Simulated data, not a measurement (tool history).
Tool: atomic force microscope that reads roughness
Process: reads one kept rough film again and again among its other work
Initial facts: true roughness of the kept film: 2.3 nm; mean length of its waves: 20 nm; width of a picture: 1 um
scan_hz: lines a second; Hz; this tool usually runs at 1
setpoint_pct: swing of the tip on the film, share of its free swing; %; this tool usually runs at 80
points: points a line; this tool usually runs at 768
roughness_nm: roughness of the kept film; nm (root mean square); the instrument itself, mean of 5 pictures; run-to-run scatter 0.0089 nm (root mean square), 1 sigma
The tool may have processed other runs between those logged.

run     day  scan_hz  setpoint_pct  points  roughness_nm
  1       0        1            80     768         1.733
  2   0.258        1            80     768         1.735
  3   0.467        1            80     768         1.721
  4   0.754        1            80     768          1.71
  5   0.979        1            80     768         1.719
  6   1.338        1            80     768         1.706
      1.433  -- new tip fitted
  7   1.612        1            80     768         1.963
  8   1.883        1            80     768         1.961
  9   2.138        1            80     768         1.949
 10   2.371        1            80     768          1.95
 11   2.546        1            80     768         1.933
 12   2.738        1            80     768         1.936
 13   3.071        1            80     768         1.911
 14   3.258        1            80     768         1.908
 15   3.512        1            80     768         1.902
 16   3.712        1            80     768         1.887
 17   3.917        1            80     768         1.891
 18   4.196        1            80     768         1.875
 19   4.392        1            84     768         1.863
 20   4.604        1            84     768          1.85
 21   4.871     3.46            80     768         1.745
 22   5.162        1            80     437         1.837
 23   5.412        1            80     437         1.836
 24   5.767        1            80     437         1.821
 25   5.938     2.14            80     768         1.787
 26   6.212     2.14            80     768         1.754
 27   6.546     2.14            80     768          1.74
 28   6.846     1.24            74     768         1.795
 29   7.217     1.64            85     392         1.701
 30   7.408     3.13            60     646         1.757
 31   7.671      1.8            86     406          1.69
 32   7.892     3.07            69     869         1.729
 33    8.05     1.19            63    1001         1.783
 34   8.412     0.59            80     891         1.766
 35   8.767        1            86     768         1.715
 36   9.071     0.97            76     298         1.705
 37   9.317     0.85            80     552         1.723
 38   9.567     0.85            80     552         1.727
 39   9.725     3.06            61     507         1.698
 40  10.071        1            59     768         1.757
 41  10.296        1            59     768         1.737
     10.367  -- new tip fitted
 42  10.638        1            59     768          2.01
 43    10.9        1            75     768         1.985
 44  11.167        1            85     768         1.933
 45  11.329        1            85     768         1.929
 46  11.629     0.96            78     974         1.957
 47  11.954     0.96            78     974         1.928
 48  12.183     0.96            78     974          1.94
 49  12.425     0.96            78     974         1.915

The same runs without the tool's hidden state, with the same run-to-run variation:
The hidden state here: radius of the tip, nm; height scale over the true one, %; drift of the gauge itself on roughness_nm, %.
run  roughness_nm
  1          1.99
  2         2.001
  3         1.992
  4         1.989
  5         2.006
  6         2.003
  7          1.99
  8         1.998
  9         1.995
 10         2.004
 11         1.995
 12         2.004
 13         1.991
 14         1.995
 15         1.997
 16         1.988
 17         1.999
 18         1.991
 19         1.984
 20         1.978
 21         1.875
 22         1.984
 23          1.99
 24         1.987
 25         1.953
 26         1.929
 27         1.925
 28         1.993
 29         1.901
 30         1.971
 31         1.903
 32         1.956
 33         2.022
 34         2.016
 35         1.967
 36         1.964
 37         1.994
 38         2.005
 39         1.977
 40         2.057
 41          2.04
 42         2.032
 43         2.018
 44         1.974
 45         1.977
 46         2.016
 47         1.999
 48          2.02
 49         2.004

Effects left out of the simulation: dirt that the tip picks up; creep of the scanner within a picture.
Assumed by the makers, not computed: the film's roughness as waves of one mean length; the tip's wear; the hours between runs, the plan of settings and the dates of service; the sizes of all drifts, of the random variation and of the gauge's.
